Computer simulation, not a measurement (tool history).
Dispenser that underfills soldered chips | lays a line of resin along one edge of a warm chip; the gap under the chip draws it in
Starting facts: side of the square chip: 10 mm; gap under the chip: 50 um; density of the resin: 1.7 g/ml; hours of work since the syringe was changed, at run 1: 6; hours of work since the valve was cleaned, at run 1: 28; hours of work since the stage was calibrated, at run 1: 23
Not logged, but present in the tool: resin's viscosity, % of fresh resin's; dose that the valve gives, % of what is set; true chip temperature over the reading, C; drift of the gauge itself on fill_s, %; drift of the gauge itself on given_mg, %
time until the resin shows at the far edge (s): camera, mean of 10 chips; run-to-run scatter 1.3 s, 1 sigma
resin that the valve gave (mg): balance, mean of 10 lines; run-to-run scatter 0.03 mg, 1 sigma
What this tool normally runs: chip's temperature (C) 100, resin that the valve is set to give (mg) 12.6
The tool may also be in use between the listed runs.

run,hour,chip's temperature (C),resin that the valve is set to give (mg),hours of work since the syringe was changed,hours of work since the valve was cleaned,hours of work since the stage was calibrated,time until the resin shows at the far edge (s),resin that the valve gave (mg)
1,0,100,12.6,6,28,23,212.3,12.45
# hour 3.3: new syringe of resin
2,6.6,100,14.9,2,32,27,156,14.62
3,11.3,100,12.6,5,35,29,198.9,12.47
# hour 16: new syringe of resin
4,16.7,109,12.6,0,38,33,95.4,12.42
5,20.9,98,12.6,3,40,35,188.5,12.39
6,26.9,112,12.6,7,44,39,142,12.38
# hour 28.8: new syringe of resin
7,30.2,112,12.6,1,46,41,85.8,12.39
8,36.4,112,12.6,5,50,44,114.2,12.4
9,39.9,112,12.6,7,52,47,138.5,12.41
# hour 41.5: new syringe of resin
10,45.6,112,12.6,3,55,50,101.3,12.31
11,48.7,100,12.6,4,57,52,191.1,12.32
12,52.4,100,12.6,7,59,54,230.4,12.31
# hour 54.2: new syringe of resin
13,58.2,100,14.5,2,63,57,159.8,14.15
14,63.9,100,14.5,6,66,61,214.3,14.13
# hour 66.8: new syringe of resin
15,67.8,100,12.1,1,68,63,139.7,11.81
16,72.4,100,12.1,3,71,66,177.4,11.75
17,75.5,100,12.1,5,73,68,205.7,11.76
# hour 79.5: new syringe of resin
18,79.5,100,12.1,0,75,70,132.6,11.8
19,82.9,114,12.6,2,77,72,90.1,12.22
20,88.8,114,12.6,6,81,76,124.3,12.2
# hour 92.5: new syringe of resin
21,92.8,114,12.6,0,83,78,75.4,12.22
22,97.8,100,12.5,3,86,81,174.1,12.12
23,104,106,12.9,7,90,85,181.7,12.46
# hour 105.2: new syringe of resin
24,108.8,97,13.8,2,93,87,181.1,13.3
25,113.8,114,12.6,5,96,91,116.5,12.12
# hour 117.7: dispensing valve cleaned and set on the balance
26,117.9,112,14.5,7,0,92,142.4,14.44
# hour 119: new syringe of resin
27,123.8,112,14.5,3,4,96,103.5,14.48
28,127.5,94,14.5,5,6,98,265.2,14.44
# hour 131.7: new syringe of resin
29,133.6,94,14.5,1,9,102,192,14.36
30,138.2,111,13.4,4,12,104,120.2,13.35
31,142,102,11.7,6,14,107,211.5,11.62
# hour 144.7: new syringe of resin
32,148.2,100,12.5,2,18,110,164.8,12.43
33,152.2,111,13,5,21,113,127.3,12.86
# hour 157.7: new syringe of resin
34,158.9,111,11.9,1,24,117,91.9,11.81
35,163.9,105,11.9,4,27,120,154.5,11.73

What would each run have given without the hidden state, its run-to-run variation left as it was?
run,time until the resin shows at the far edge (s),resin that the valve gave (mg)
1,131.7,12.6
2,129.5,14.82
3,130.3,12.64
4,88.9,12.61
5,142.4,12.59
6,80.1,12.6
7,79.5,12.61
8,77.6,12.64
9,79.8,12.67
10,80.6,12.57
11,130.1,12.59
12,130.8,12.59
13,127.6,14.5
14,129.1,14.49
15,130.7,12.12
16,131.9,12.07
17,131.2,12.09
18,128.3,12.14
19,73.8,12.58
20,75.8,12.59
21,72.2,12.61
22,129.4,12.52
23,99.9,12.89
24,146.9,13.77
25,73.6,12.57
26,77.7,14.45
27,78.4,14.51
28,166.2,14.48
29,168.6,14.41
30,83.9,13.42
31,122.2,11.69
32,132.1,12.52
33,83.7,12.96
34,82.6,11.92
35,108.1,11.86

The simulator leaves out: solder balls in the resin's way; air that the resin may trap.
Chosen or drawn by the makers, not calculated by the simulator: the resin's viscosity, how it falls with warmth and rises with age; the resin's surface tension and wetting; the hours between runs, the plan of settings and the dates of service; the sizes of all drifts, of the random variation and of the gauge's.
